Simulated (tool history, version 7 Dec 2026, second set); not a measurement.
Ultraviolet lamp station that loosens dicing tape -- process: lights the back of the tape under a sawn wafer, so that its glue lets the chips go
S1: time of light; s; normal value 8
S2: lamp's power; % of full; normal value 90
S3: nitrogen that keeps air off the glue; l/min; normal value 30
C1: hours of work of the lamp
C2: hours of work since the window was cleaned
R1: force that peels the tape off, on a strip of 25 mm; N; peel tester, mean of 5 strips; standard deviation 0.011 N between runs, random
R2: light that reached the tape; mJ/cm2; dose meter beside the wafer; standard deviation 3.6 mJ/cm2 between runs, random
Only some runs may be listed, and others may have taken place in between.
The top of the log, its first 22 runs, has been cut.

run 23 day=5.467 | S1=8 S2=96 S3=30 | C1=308 C2=262 | R1=0.423 R2=644
run 24 day=5.742 | S1=11 S2=73 S3=11 | C1=313 C2=267 | R1=0.770 R2=661
run 25 day=6.096 | S1=11 S2=73 S3=11 | C1=320 C2=274 | R1=0.784 R2=667
run 26 day=6.367 | S1=11 S2=73 S3=11 | C1=325 C2=279 | R1=0.798 R2=662
run 27 day=6.621 | S1=12 S2=95 S3=11 | C1=329 C2=283 | R1=0.342 R2=938
run 28 day=6.850 | S1=11 S2=90 S3=30 | C1=333 C2=287 | R1=0.203 R2=809
run 29 day=7.192 | S1=8 S2=64 S3=40 | C1=339 C2=294 | R1=0.901 R2=425
run 30 day=7.400 | S1=8 S2=64 S3=40 | C1=343 C2=297 | R1=0.871 R2=417
run 31 day=7.571 | S1=13 S2=64 S3=47 | C1=346 C2=300 | R1=0.233 R2=685
run 32 day=7.938 | S1=13 S2=64 S3=47 | C1=353 C2=307 | R1=0.260 R2=690
run 33 day=8.283 | S1=9 S2=91 S3=15 | C1=359 C2=313 | R1=0.584 R2=674

What does the tool deliver on the next run?
-- day=8.554 gauge calibrated
run 34 day=8.617 | S1=6 S2=63 S3=30 | C1=365 C2=319 | R1=? R2=?

Logged for run 34: R1 1.630 N, R2 322 mJ/cm2.
Without the tool's hidden state the same run would have given R1 1.628 N, R2 322 mJ/cm2.
